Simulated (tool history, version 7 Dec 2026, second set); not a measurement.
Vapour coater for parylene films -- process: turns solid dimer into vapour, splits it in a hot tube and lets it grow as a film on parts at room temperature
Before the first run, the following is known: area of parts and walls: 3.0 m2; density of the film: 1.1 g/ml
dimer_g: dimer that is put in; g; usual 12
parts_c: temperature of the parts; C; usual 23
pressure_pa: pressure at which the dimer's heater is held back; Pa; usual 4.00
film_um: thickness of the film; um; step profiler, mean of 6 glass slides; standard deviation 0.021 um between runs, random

run 1 hour=0.0 | dimer_g=12 parts_c=23 pressure_pa=4.00 | film_um=1.58
run 2 hour=17.1 | dimer_g=12 parts_c=23 pressure_pa=4.00 | film_um=1.82
run 3 hour=31.0 | dimer_g=12 parts_c=23 pressure_pa=4.86 | film_um=1.75
run 4 hour=40.5 | dimer_g=12 parts_c=23 pressure_pa=11.20 | film_um=1.50
run 5 hour=53.6 | dimer_g=15 parts_c=23 pressure_pa=4.00 | film_um=2.26
run 6 hour=67.9 | dimer_g=15 parts_c=23 pressure_pa=4.00 | film_um=2.30
run 7 hour=76.4 | dimer_g=9 parts_c=23 pressure_pa=4.00 | film_um=1.38
run 8 hour=90.8 | dimer_g=13 parts_c=23 pressure_pa=2.40 | film_um=2.16
run 9 hour=105.0 | dimer_g=7 parts_c=31 pressure_pa=5.64 | film_um=0.88
run 10 hour=119.2 | dimer_g=12 parts_c=19 pressure_pa=5.04 | film_um=1.85
run 11 hour=135.5 | dimer_g=7 parts_c=17 pressure_pa=6.92 | film_um=1.05
run 12 hour=149.0 | dimer_g=7 parts_c=20 pressure_pa=6.92 | film_um=1.01

Removed from this log: 3 entries logged between the listed runs. Between which two listed runs does each belong, and how does the tool's hidden state at the listed run before it compare with that at the listed run after it?
After run 1, before run 2: trap's valve overhauled (hour 17.1)
  vapour lost through the trap's worn valve, %: 12.5 -> 0.7
  measured result minus the result with no hidden state, film_um: -0.22 -> -0.01 um
After run 5, before run 6: table's thermometer calibrated (hour 55.3)
  vapour lost through the trap's worn valve, %: 1.3 -> 1.5; true temperature of the parts over the reading, C: 0.02 -> 0.03
  measured result minus the result with no hidden state, film_um: -0.03 -> -0.04 um
After run 10, before run 11: table's thermometer calibrated, once more (hour 123.7)
  vapour lost through the trap's worn valve, %: 2.2 -> 2.5; true temperature of the parts over the reading, C: 0.05 -> -0.06
  measured result minus the result with no hidden state, film_um: -0.05 -> -0.03 um

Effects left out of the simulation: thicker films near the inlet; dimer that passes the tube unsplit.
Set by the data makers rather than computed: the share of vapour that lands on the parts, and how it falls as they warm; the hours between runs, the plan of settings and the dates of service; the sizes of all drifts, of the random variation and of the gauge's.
